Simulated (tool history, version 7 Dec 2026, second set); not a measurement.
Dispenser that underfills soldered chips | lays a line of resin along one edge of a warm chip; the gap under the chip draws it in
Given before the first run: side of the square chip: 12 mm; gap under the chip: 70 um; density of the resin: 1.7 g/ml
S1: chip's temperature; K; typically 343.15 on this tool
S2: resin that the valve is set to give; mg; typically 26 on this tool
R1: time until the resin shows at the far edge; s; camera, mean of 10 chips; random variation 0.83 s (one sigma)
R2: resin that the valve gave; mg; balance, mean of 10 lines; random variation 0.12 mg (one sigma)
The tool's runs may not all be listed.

| run | day | S1 | S2 | R1 | R2 |
|---|---|---|---|---|---|
| 1 | 0 | 343.15 | 26 | 86.2 | 24.94 |
| 2 | 0.171 | 343.15 | 26 | 104.7 | 25.09 |
|  | 0.288 | new syringe of resin |
| 3 | 0.575 | 343.15 | 30 | 103.5 | 28.74 |
|  | 0.662 | new syringe of resin |
| 4 | 0.958 | 343.15 | 26 | 103.5 | 24.76 |
|  | 1.054 | new syringe of resin |
| 5 | 1.2 | 343.15 | 22.2 | 92.9 | 21.05 |
|  | 1.442 | new syringe of resin |
| 6 | 1.546 | 343.15 | 26 | 84.8 | 24.86 |
|  | 1.833 | new syringe of resin |
| 7 | 1.842 | 343.15 | 26 | 76.2 | 24.81 |
|  | 2.075 | dispensing valve cleaned and set on the balance |
| 8 | 2.146 | 343.15 | 26 | 103.1 | 25.88 |
|  | 2.267 | new syringe of resin |
| 9 | 2.542 | 343.15 | 26 | 104.1 | 25.87 |
|  | 2.642 | new syringe of resin |
| 10 | 2.912 | 343.15 | 26 | 104.2 | 25.71 |
|  | 3.046 | new syringe of resin |
| 11 | 3.233 | 343.15 | 26 | 93.8 | 25.59 |
|  | 3.433 | new syringe of resin |
| 12 | 3.454 | 341.15 | 25.5 | 82.2 | 25.14 |
| 13 | 3.775 | 341.15 | 25.5 | 121.1 | 25.2 |
|  | 3.817 | new syringe of resin |
| 14 | 4.012 | 338.15 | 22.4 | 120 | 22.29 |
|  | 4.204 | new syringe of resin |
| 15 | 4.362 | 338.15 | 22.4 | 109.8 | 21.84 |
|  | 4.583 | new syringe of resin |
| 16 | 4.75 | 338.15 | 22.4 | 114.4 | 22.16 |
|  | 4.975 | new syringe of resin |
| 17 | 5.175 | 349.15 | 30.2 | 73.5 | 29.65 |
|  | 5.375 | new syringe of resin |
| 18 | 5.592 | 349.15 | 30.2 | 73.2 | 29.57 |
|  | 5.767 | new syringe of resin |
| 19 | 5.825 | 343.15 | 29.2 | 77.9 | 28.57 |

Alternative continuations, all from the tool just after run 19; predict every row:
|  | 6.146 | new syringe of resin |
| A | 6.242 | 357.15 | 29.9 | ? | ? |
|  | 6.146 | new syringe of resin |
| B | 6.242 | 333.15 | 26 | ? | ? |
|  | 6.146 | new syringe of resin |
| C | 6.242 | 343.15 | 24.1 | ? | ? |
|  | 6.146 | new syringe of resin |
| D | 6.242 | 357.15 | 33.1 | ? | ? |
|  | 6.146 | new syringe of resin |
| E | 6.242 | 343.15 | 31.8 | ? | ? |

| run | R1 | R2 |
|---|---|---|
| A | 46.1 | 28.98 |
| B | 120.6 | 25.22 |
| C | 82.4 | 23.35 |
| D | 46.8 | 32.26 |
| E | 79.5 | 30.82 |
Stripped of hidden state, with their random variation kept, the same runs would have yielded:
| run | R1 | R2 |
|---|---|---|
| A | 43.8 | 29.76 |
| B | 115.2 | 25.9 |
| C | 78.3 | 23.98 |
| D | 44.5 | 33.13 |
| E | 75.9 | 31.65 |

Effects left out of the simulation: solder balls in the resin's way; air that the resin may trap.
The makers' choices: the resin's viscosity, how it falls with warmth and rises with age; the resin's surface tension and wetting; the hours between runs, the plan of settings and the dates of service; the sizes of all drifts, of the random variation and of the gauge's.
